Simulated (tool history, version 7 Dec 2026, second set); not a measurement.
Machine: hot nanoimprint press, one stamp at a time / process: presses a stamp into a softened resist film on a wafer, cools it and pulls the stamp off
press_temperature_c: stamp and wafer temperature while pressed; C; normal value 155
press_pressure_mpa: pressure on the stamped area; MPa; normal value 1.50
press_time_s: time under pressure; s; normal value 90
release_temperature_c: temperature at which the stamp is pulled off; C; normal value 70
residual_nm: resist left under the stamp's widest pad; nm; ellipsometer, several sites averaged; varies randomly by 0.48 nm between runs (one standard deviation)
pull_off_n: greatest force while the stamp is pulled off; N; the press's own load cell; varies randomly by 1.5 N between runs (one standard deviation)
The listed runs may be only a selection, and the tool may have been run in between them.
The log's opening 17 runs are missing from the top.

run	hour	press_temperature_c	press_pressure_mpa	press_time_s	release_temperature_c	hours of work since the thermocouple was calibrated	imprints on the stamp's release coat	hours of work since the press's seals were changed	residual_nm	pull_off_n
18	421.4	161	1.51	61	57	86	590	94	107.8	125
19	456.9	161	1.51	61	57	106	671	114	108.2	129
20	473.7	161	1.51	97	63	115	709	124	92.6	121
21	498.7	155	1.79	108	60	130	766	138	97.2	125
22	520.4	155	1.79	108	60	142	815	150	97.5	125
23	542.2	155	1.50	66	70	154	865	163	122.9	112
# hour 574.7: stamp cleaned and given a new release coat
24	585.8	150	1.41	123	77	176	26	184	121.9	88
25	602.0	163	1.12	148	77	185	62	193	88.7	92
26	626.8	162	1.05	70	57	199	119	207	119.3	119
27	651.6	155	1.72	73	70	213	175	222	111.0	101
28	673.7	157	1.85	142	62	226	226	234	81.9	112
29	705.4	157	1.85	142	62	244	298	252	81.8	109
30	739.9	165	1.96	108	59	263	376	272	67.9	118
31	766.5	165	1.12	84	59	278	437	287	100.9	120

What if the next run were any one of these 3? Each begins from the tool's condition after run 31:
A	797.5	165	1.12	75	59	296	507	304	?	?
B	797.5	149	1.50	90	78	296	507	304	?	?
C	797.5	147	1.12	84	77	296	507	304	?	?

run	residual_nm	pull_off_n
A	104.4	117
B	130.8	95
C	154.1	95
Without the tool's hidden state the same runs would have given:
run	residual_nm	pull_off_n
A	106.5	110
B	133.6	89
C	156.7	90
